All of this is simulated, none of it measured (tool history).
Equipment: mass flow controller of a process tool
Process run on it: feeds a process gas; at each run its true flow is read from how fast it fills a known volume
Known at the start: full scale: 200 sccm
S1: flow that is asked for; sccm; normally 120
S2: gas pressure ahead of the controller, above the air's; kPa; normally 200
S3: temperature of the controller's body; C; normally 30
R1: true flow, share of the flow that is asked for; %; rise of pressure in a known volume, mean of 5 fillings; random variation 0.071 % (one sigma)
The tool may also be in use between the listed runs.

run,hour,S1,S2,S3,R1
1,0,120,200,30,99.33
2,215.6,50,200,30,98.14
3,388.3,24,200,30,97.57
4,695,120,200,30,99.28
5,914.2,120,200,30,99.21
6,1099.9,120,257,30,99.07
7,1279.8,120,257,30,99.1
8,1505.2,120,257,30,99.11
# hour 1527.6: controller's zero set anew
9,1637.2,120,257,29,98.87
10,1825.5,120,257,29,98.7
11,2099,140,141,28,99.25
12,2255.6,91,277,26,97.8
13,2489.1,71,210,26,97.57

Estimate the outcome of run 14 from the log above:
14,2640.8,98,205,34,?

Run 14 produced R1 99.03 %.
On a tool with no hidden condition, and with the same random variation, this run would have come out at R1 99.52 %.
